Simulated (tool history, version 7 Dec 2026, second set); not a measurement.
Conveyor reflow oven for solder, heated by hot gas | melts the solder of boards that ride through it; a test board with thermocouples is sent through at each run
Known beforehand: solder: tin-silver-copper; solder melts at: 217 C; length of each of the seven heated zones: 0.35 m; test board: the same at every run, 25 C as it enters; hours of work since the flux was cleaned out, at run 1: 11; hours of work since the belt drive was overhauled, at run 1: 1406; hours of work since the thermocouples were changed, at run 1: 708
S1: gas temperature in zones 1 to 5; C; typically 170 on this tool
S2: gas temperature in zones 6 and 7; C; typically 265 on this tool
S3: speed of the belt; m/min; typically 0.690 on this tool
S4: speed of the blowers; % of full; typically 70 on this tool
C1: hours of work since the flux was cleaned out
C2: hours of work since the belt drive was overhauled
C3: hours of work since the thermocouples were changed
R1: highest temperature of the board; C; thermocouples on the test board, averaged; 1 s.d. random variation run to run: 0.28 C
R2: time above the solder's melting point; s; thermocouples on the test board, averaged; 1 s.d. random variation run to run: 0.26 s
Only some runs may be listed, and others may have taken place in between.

{"run": 1, "hour": 0.0, "S1": 170, "S2": 265, "S3": 0.69, "S4": 70, "C1": 11, "C2": 1406, "C3": 708, "R1": 251.2, "R2": 45.4}
{"run": 2, "hour": 42.6, "S1": 170, "S2": 265, "S3": 0.69, "S4": 70, "C1": 45, "C2": 1440, "C3": 742, "R1": 251.6, "R2": 45.5}
{"hour": 116.9, "done": "belt drive overhauled, speed set with a stopwatch"}
{"run": 3, "hour": 122.5, "S1": 170, "S2": 265, "S3": 0.69, "S4": 70, "C1": 105, "C2": 4, "C3": 802, "R1": 249.9, "R2": 42.8}
{"run": 4, "hour": 172.1, "S1": 170, "S2": 265, "S3": 0.69, "S4": 70, "C1": 144, "C2": 44, "C3": 842, "R1": 250.2, "R2": 42.7}
{"hour": 216.8, "done": "flux residue cleaned out of gas plates and filters"}
{"run": 5, "hour": 252.6, "S1": 170, "S2": 265, "S3": 0.69, "S4": 87, "C1": 28, "C2": 104, "C3": 901, "R1": 253.7, "R2": 46.3}
{"run": 6, "hour": 291.9, "S1": 170, "S2": 265, "S3": 0.69, "S4": 87, "C1": 60, "C2": 135, "C3": 933, "R1": 253.7, "R2": 46.2}
{"run": 7, "hour": 362.2, "S1": 170, "S2": 265, "S3": 0.69, "S4": 75, "C1": 115, "C2": 190, "C3": 988, "R1": 251.7, "R2": 44.6}
{"run": 8, "hour": 421.3, "S1": 170, "S2": 265, "S3": 0.69, "S4": 75, "C1": 162, "C2": 237, "C3": 1035, "R1": 251.6, "R2": 44.3}
{"hour": 444.8, "done": "flux residue cleaned out of gas plates and filters"}
{"run": 9, "hour": 461.2, "S1": 166, "S2": 265, "S3": 0.69, "S4": 70, "C1": 13, "C2": 265, "C3": 1063, "R1": 250.8, "R2": 42.6}
{"hour": 479.4, "done": "thermocouples of zones 6 and 7 changed"}
{"run": 10, "hour": 499.1, "S1": 170, "S2": 265, "S3": 0.69, "S4": 70, "C1": 41, "C2": 293, "C3": 16, "R1": 248.5, "R2": 42.5}
{"run": 11, "hour": 566.8, "S1": 170, "S2": 265, "S3": 0.69, "S4": 70, "C1": 95, "C2": 347, "C3": 69, "R1": 249.2, "R2": 42.0}
{"run": 12, "hour": 603.3, "S1": 177, "S2": 265, "S3": 0.69, "S4": 70, "C1": 124, "C2": 376, "C3": 98, "R1": 249.7, "R2": 45.1}
{"hour": 672.3, "done": "flux residue cleaned out of gas plates and filters"}
{"run": 13, "hour": 676.3, "S1": 177, "S2": 265, "S3": 0.69, "S4": 70, "C1": 3, "C2": 430, "C3": 152, "R1": 249.6, "R2": 45.6}
{"run": 14, "hour": 743.7, "S1": 177, "S2": 265, "S3": 0.69, "S4": 70, "C1": 57, "C2": 483, "C3": 205, "R1": 250.6, "R2": 46.0}
{"run": 15, "hour": 778.3, "S1": 170, "S2": 265, "S3": 0.69, "S4": 70, "C1": 84, "C2": 511, "C3": 233, "R1": 249.3, "R2": 42.8}
{"run": 16, "hour": 819.7, "S1": 170, "S2": 265, "S3": 0.754, "S4": 70, "C1": 117, "C2": 543, "C3": 266, "R1": 246.7, "R2": 36.9}
{"run": 17, "hour": 853.6, "S1": 175, "S2": 277, "S3": 0.564, "S4": 51, "C1": 144, "C2": 570, "C3": 293, "R1": 263.0, "R2": 62.9}
{"hour": 901.5, "done": "flux residue cleaned out of gas plates and filters"}
{"run": 18, "hour": 934.1, "S1": 170, "S2": 280, "S3": 0.69, "S4": 66, "C1": 26, "C2": 630, "C3": 352, "R1": 262.2, "R2": 49.6}
{"run": 19, "hour": 995.9, "S1": 170, "S2": 280, "S3": 0.69, "S4": 66, "C1": 75, "C2": 679, "C3": 401, "R1": 261.8, "R2": 50.3}
{"run": 20, "hour": 1048.3, "S1": 170, "S2": 274, "S3": 0.729, "S4": 83, "C1": 116, "C2": 721, "C3": 443, "R1": 258.9, "R2": 46.2}
{"run": 21, "hour": 1108.5, "S1": 169, "S2": 265, "S3": 0.69, "S4": 69, "C1": 164, "C2": 768, "C3": 491, "R1": 249.5, "R2": 42.6}
{"hour": 1127.1, "done": "flux residue cleaned out of gas plates and filters"}
{"run": 22, "hour": 1182.3, "S1": 170, "S2": 260, "S3": 0.695, "S4": 50, "C1": 44, "C2": 823, "C3": 545, "R1": 240.6, "R2": 35.1}
{"run": 23, "hour": 1223.7, "S1": 166, "S2": 267, "S3": 0.797, "S4": 50, "C1": 77, "C2": 856, "C3": 578, "R1": 240.0, "R2": 27.5}
{"run": 24, "hour": 1270.3, "S1": 180, "S2": 265, "S3": 0.69, "S4": 61, "C1": 113, "C2": 893, "C3": 615, "R1": 250.3, "R2": 47.1}
{"run": 25, "hour": 1345.9, "S1": 180, "S2": 265, "S3": 0.69, "S4": 69, "C1": 173, "C2": 952, "C3": 675, "R1": 251.8, "R2": 48.6}
{"hour": 1355.2, "done": "flux residue cleaned out of gas plates and filters"}
{"run": 26, "hour": 1397.7, "S1": 176, "S2": 259, "S3": 0.776, "S4": 75, "C1": 34, "C2": 990, "C3": 712, "R1": 244.5, "R2": 36.9}
{"run": 27, "hour": 1443.0, "S1": 166, "S2": 265, "S3": 0.69, "S4": 70, "C1": 70, "C2": 1025, "C3": 748, "R1": 250.4, "R2": 43.5}
{"run": 28, "hour": 1501.9, "S1": 166, "S2": 265, "S3": 0.69, "S4": 70, "C1": 116, "C2": 1072, "C3": 794, "R1": 250.3, "R2": 43.3}
{"run": 29, "hour": 1547.1, "S1": 184, "S2": 258, "S3": 0.774, "S4": 70, "C1": 152, "C2": 1108, "C3": 830, "R1": 244.6, "R2": 39.1}
{"hour": 1582.8, "done": "flux residue cleaned out of gas plates and filters"}
{"run": 30, "hour": 1627.5, "S1": 165, "S2": 265, "S3": 0.783, "S4": 58, "C1": 35, "C2": 1168, "C3": 890, "R1": 242.3, "R2": 32.1}
{"run": 31, "hour": 1704.4, "S1": 170, "S2": 265, "S3": 0.69, "S4": 81, "C1": 96, "C2": 1229, "C3": 951, "R1": 253.2, "R2": 47.0}

Predict each of these 3 candidate next runs independently; none follows another, all start after run 31:
{"run": "A", "hour": 1782.7, "S1": 174, "S2": 273, "S3": 0.69, "S4": 53, "C1": 158, "C2": 1291, "C3": 1013, "R1": "?", "R2": "?"}
{"run": "B", "hour": 1782.7, "S1": 170, "S2": 260, "S3": 0.69, "S4": 70, "C1": 158, "C2": 1291, "C3": 1013, "R1": "?", "R2": "?"}
{"run": "C", "hour": 1782.7, "S1": 174, "S2": 265, "S3": 0.718, "S4": 81, "C1": 158, "C2": 1291, "C3": 1013, "R1": "?", "R2": "?"}

run=A R1=255.1 R2=48.0
run=B R1=247.2 R2=42.9
run=C R1=253.3 R2=45.7
Without the tool's unlogged condition, the same runs would have read:
run=A R1=252.1 R2=44.7
run=B R1=244.5 R2=39.7
run=C R1=250.6 R2=42.8

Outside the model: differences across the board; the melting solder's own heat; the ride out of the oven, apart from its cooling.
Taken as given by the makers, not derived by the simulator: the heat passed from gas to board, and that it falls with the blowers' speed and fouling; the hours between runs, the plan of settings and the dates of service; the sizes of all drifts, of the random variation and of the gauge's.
